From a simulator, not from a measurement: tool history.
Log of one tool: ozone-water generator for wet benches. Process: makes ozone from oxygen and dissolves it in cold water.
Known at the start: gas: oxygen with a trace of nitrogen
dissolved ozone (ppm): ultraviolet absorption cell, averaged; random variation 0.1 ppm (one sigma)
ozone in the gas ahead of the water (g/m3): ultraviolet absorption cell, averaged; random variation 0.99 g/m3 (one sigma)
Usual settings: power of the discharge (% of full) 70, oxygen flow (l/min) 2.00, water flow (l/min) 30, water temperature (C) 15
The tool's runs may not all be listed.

run,hour,power of the discharge (% of full),oxygen flow (l/min),water flow (l/min),water temperature (C),dissolved ozone (ppm),ozone in the gas ahead of the water (g/m3)
1,0.0,70,2.00,30,15,5.6,165.4
2,100.3,70,2.00,30,15,5.6,167.0
3,208.3,70,2.00,30,15,5.8,166.5
4,327.1,70,2.00,30,15,5.7,164.8
5,470.9,70,2.00,30,15,5.5,164.2
6,650.3,70,2.00,30,15,5.7,164.0
7,792.2,40,2.00,22,21,5.1,117.6
# hour 808.8: water thermometer calibrated
8,902.6,89,3.24,22,15,10.2,152.0
9,1029.2,63,1.65,30,11,5.0,165.6
10,1194.4,63,1.65,30,11,5.0,165.5
11,1367.9,63,1.65,30,11,4.8,164.6

4 ways to go on from here, each from the tool as it stands after run 11. What would each give?
A,1463.4,70,2.00,30,22,?,?
B,1463.4,70,1.27,23,15,?,?
C,1463.4,51,1.65,41,18,?,?
D,1463.4,70,1.67,19,15,?,?

run,dissolved ozone (ppm),ozone in the gas ahead of the water (g/m3)
A,5.0,162.6
B,6.0,197.6
C,2.9,145.3
D,8.0,175.4
Without the tool's hidden state the same runs would have given:
run,dissolved ozone (ppm),ozone in the gas ahead of the water (g/m3)
A,5.5,172.3
B,6.6,209.3
C,3.2,152.2
D,8.8,185.9
